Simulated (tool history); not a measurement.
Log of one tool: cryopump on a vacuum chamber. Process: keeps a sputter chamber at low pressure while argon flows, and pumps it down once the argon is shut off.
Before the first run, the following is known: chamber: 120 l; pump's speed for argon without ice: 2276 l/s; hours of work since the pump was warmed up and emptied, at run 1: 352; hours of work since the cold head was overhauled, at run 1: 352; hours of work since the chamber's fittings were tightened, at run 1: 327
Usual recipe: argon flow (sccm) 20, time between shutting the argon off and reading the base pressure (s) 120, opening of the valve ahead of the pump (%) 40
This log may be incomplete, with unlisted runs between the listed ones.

| run | hour | argon flow (sccm) | time between shutting the argon off and reading the base pressure (s) | opening of the valve ahead of the pump (%) | hours of work since the pump was warmed up and emptied | hours of work since the cold head was overhauled | hours of work since the chamber's fittings were tightened | pressure while argon flows (Pa) | pressure after the wait (uPa) |
|---|---|---|---|---|---|---|---|---|---|
| 1 | 0 | 20 | 120 | 40 | 352 | 352 | 327 | 0.0397 | 0.55 |
| 2 | 21.2 | 20 | 120 | 29 | 367 | 367 | 341 | 0.054 | 0.59 |
| 3 | 36 | 20 | 120 | 29 | 377 | 377 | 352 | 0.0529 | 0.58 |
| 4 | 60.4 | 20 | 120 | 21 | 394 | 394 | 369 | 0.0734 | 0.54 |
| 5 | 86.5 | 20 | 220 | 40 | 412 | 412 | 387 | 0.0402 | 0.43 |
| 6 | 102.8 | 20 | 220 | 40 | 423 | 423 | 398 | 0.04 | 0.43 |
| 7 | 132.3 | 20 | 132 | 40 | 444 | 444 | 419 | 0.0402 | 0.53 |
| 8 | 162.3 | 20 | 132 | 40 | 465 | 465 | 439 | 0.0405 | 0.55 |
| 9 | 181.5 | 36 | 132 | 40 | 478 | 478 | 453 | 0.0732 | 0.57 |
| 10 | 196.6 | 20 | 120 | 22 | 488 | 488 | 463 | 0.0718 | 0.57 |
| 11 | 209.3 | 9 | 112 | 26 | 497 | 497 | 472 | 0.0272 | 0.63 |
| 12 | 240.8 | 33 | 123 | 40 | 519 | 519 | 494 | 0.0685 | 0.6 |
|  | 253.2 | pump warmed up, emptied and cooled again |
| 13 | 274 | 33 | 123 | 40 | 14 | 539 | 513 | 0.0606 | 0.57 |

Consider 4 possible next runs. They are alternatives, not a sequence: every one starts from the tool as it was left by run 13. What does each give?
| A | 294.8 | 19 | 50 | 18 | 29 | 553 | 528 | ? | ? |
| B | 294.8 | 33 | 99 | 40 | 29 | 553 | 528 | ? | ? |
| C | 294.8 | 19 | 123 | 40 | 29 | 553 | 528 | ? | ? |
| D | 294.8 | 9 | 123 | 32 | 29 | 553 | 528 | ? | ? |

| run | pressure while argon flows (Pa) | pressure after the wait (uPa) |
|---|---|---|
| A | 0.0785 | 1.07 |
| B | 0.0621 | 0.64 |
| C | 0.0359 | 0.53 |
| D | 0.0214 | 0.55 |
Without the tool's unlogged condition, the same runs would have read:
| run | pressure while argon flows (Pa) | pressure after the wait (uPa) |
|---|---|---|
| A | 0.0782 | 0.99 |
| B | 0.0615 | 0.56 |
| C | 0.0356 | 0.45 |
| D | 0.0213 | 0.46 |
